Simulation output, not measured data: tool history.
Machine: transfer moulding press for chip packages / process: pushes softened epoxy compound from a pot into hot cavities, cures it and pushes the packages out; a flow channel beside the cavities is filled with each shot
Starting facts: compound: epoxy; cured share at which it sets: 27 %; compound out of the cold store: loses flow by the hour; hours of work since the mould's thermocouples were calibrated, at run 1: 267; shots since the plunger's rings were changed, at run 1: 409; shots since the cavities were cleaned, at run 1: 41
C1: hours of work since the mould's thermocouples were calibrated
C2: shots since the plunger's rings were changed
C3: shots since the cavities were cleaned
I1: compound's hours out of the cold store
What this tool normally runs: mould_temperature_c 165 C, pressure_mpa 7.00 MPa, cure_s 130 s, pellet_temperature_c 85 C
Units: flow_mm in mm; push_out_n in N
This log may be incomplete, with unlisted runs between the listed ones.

run 1 hour=0.0 | mould_temperature_c=165 pressure_mpa=7.00 cure_s=130 pellet_temperature_c=85 | C1=267 C2=409 C3=41 | I1=41.9 | flow_mm=719 push_out_n=364
run 2 hour=12.1 | mould_temperature_c=165 pressure_mpa=7.00 cure_s=130 pellet_temperature_c=85 | C1=274 C2=516 C3=148 | I1=42.0 | flow_mm=707 push_out_n=393
run 3 hour=30.9 | mould_temperature_c=165 pressure_mpa=7.00 cure_s=130 pellet_temperature_c=85 | C1=285 C2=684 C3=316 | I1=36.7 | flow_mm=724 push_out_n=409
run 4 hour=43.4 | mould_temperature_c=165 pressure_mpa=7.00 cure_s=130 pellet_temperature_c=85 | C1=293 C2=795 C3=427 | I1=35.8 | flow_mm=741 push_out_n=423
-- hour=52.1 cavities cleaned with cleaning compound and waxed
run 5 hour=54.4 | mould_temperature_c=165 pressure_mpa=7.00 cure_s=131 pellet_temperature_c=85 | C1=298 C2=880 C3=20 | I1=24.5 | flow_mm=797 push_out_n=354
run 6 hour=77.0 | mould_temperature_c=165 pressure_mpa=7.00 cure_s=131 pellet_temperature_c=85 | C1=312 C2=1081 C3=221 | I1=15.9 | flow_mm=832 push_out_n=406
run 7 hour=89.8 | mould_temperature_c=165 pressure_mpa=7.00 cure_s=130 pellet_temperature_c=93 | C1=320 C2=1195 C3=335 | I1=25.7 | flow_mm=773 push_out_n=400
run 8 hour=101.5 | mould_temperature_c=165 pressure_mpa=7.00 cure_s=130 pellet_temperature_c=93 | C1=327 C2=1301 C3=441 | I1=20.6 | flow_mm=801 push_out_n=433
-- hour=109.4 cavities cleaned with cleaning compound and waxed
run 9 hour=119.5 | mould_temperature_c=165 pressure_mpa=7.00 cure_s=130 pellet_temperature_c=93 | C1=337 C2=1448 C3=91 | I1=38.2 | flow_mm=716 push_out_n=372
run 10 hour=138.4 | mould_temperature_c=165 pressure_mpa=7.00 cure_s=130 pellet_temperature_c=93 | C1=348 C2=1616 C3=259 | I1=13.6 | flow_mm=826 push_out_n=394
run 11 hour=148.1 | mould_temperature_c=165 pressure_mpa=7.00 cure_s=130 pellet_temperature_c=93 | C1=354 C2=1703 C3=346 | I1=32.9 | flow_mm=738 push_out_n=414
run 12 hour=162.2 | mould_temperature_c=165 pressure_mpa=6.60 cure_s=130 pellet_temperature_c=85 | C1=362 C2=1828 C3=471 | I1=10.3 | flow_mm=804 push_out_n=437
-- hour=166.5 cavities cleaned with cleaning compound and waxed
run 13 hour=175.7 | mould_temperature_c=165 pressure_mpa=5.50 cure_s=146 pellet_temperature_c=85 | C1=369 C2=1935 C3=82 | I1=11.3 | flow_mm=731 push_out_n=346
run 14 hour=185.5 | mould_temperature_c=160 pressure_mpa=7.00 cure_s=130 pellet_temperature_c=76 | C1=375 C2=2022 C3=169 | I1=32.4 | flow_mm=762 push_out_n=467
run 15 hour=199.9 | mould_temperature_c=160 pressure_mpa=6.39 cure_s=130 pellet_temperature_c=76 | C1=384 C2=2151 C3=298 | I1=18.9 | flow_mm=777 push_out_n=508
run 16 hour=217.7 | mould_temperature_c=160 pressure_mpa=6.09 cure_s=130 pellet_temperature_c=76 | C1=395 C2=2310 C3=457 | I1=35.0 | flow_mm=677 push_out_n=504
-- hour=222.9 cavities cleaned with cleaning compound and waxed
run 17 hour=232.6 | mould_temperature_c=160 pressure_mpa=6.09 cure_s=130 pellet_temperature_c=76 | C1=403 C2=2429 C3=86 | I1=14.6 | flow_mm=776 push_out_n=482
run 18 hour=250.9 | mould_temperature_c=160 pressure_mpa=6.09 cure_s=130 pellet_temperature_c=76 | C1=414 C2=2592 C3=249 | I1=17.0 | flow_mm=761 push_out_n=504
-- hour=265.3 mould's thermocouples calibrated
run 19 hour=275.1 | mould_temperature_c=163 pressure_mpa=7.90 cure_s=130 pellet_temperature_c=76 | C1=6 C2=2790 C3=447 | I1=21.4 | flow_mm=835 push_out_n=479
-- hour=282.4 cavities cleaned with cleaning compound and waxed
run 20 hour=297.5 | mould_temperature_c=163 pressure_mpa=7.90 cure_s=121 pellet_temperature_c=76 | C1=18 C2=2976 C3=134 | I1=14.7 | flow_mm=861 push_out_n=463
run 21 hour=316.0 | mould_temperature_c=163 pressure_mpa=7.90 cure_s=121 pellet_temperature_c=86 | C1=30 C2=3142 C3=300 | I1=45.5 | flow_mm=709 push_out_n=463

Measured minus without-hidden-state, run by run (identical run-to-run variation in each term; gauge scatter may differ):
What the log doesn't record here: true mould temperature over the reading, C; pressure that reaches the compound, % of what is set; grip of the stained cavities, % over clean ones'; drift of the gauge itself on flow_mm, %; drift of the gauge itself on push_out_n, %.
run=1 flow_mm=-7 push_out_n=+17
run=2 flow_mm=-8 push_out_n=+37
run=3 flow_mm=-11 push_out_n=+62
run=4 flow_mm=-14 push_out_n=+76
run=5 flow_mm=-16 push_out_n=+8
run=6 flow_mm=-21 push_out_n=+47
run=7 flow_mm=-21 push_out_n=+61
run=8 flow_mm=-23 push_out_n=+77
run=9 flow_mm=-23 push_out_n=+19
run=10 flow_mm=-30 push_out_n=+47
run=11 flow_mm=-28 push_out_n=+61
run=12 flow_mm=-33 push_out_n=+78
run=13 flow_mm=-31 push_out_n=+17
run=14 flow_mm=-35 push_out_n=+32
run=15 flow_mm=-38 push_out_n=+58
run=16 flow_mm=-36 push_out_n=+81
run=17 flow_mm=-43 push_out_n=+12
run=18 flow_mm=-44 push_out_n=+48
run=19 flow_mm=-50 push_out_n=+88
run=20 flow_mm=-55 push_out_n=+45
run=21 flow_mm=-49 push_out_n=+69
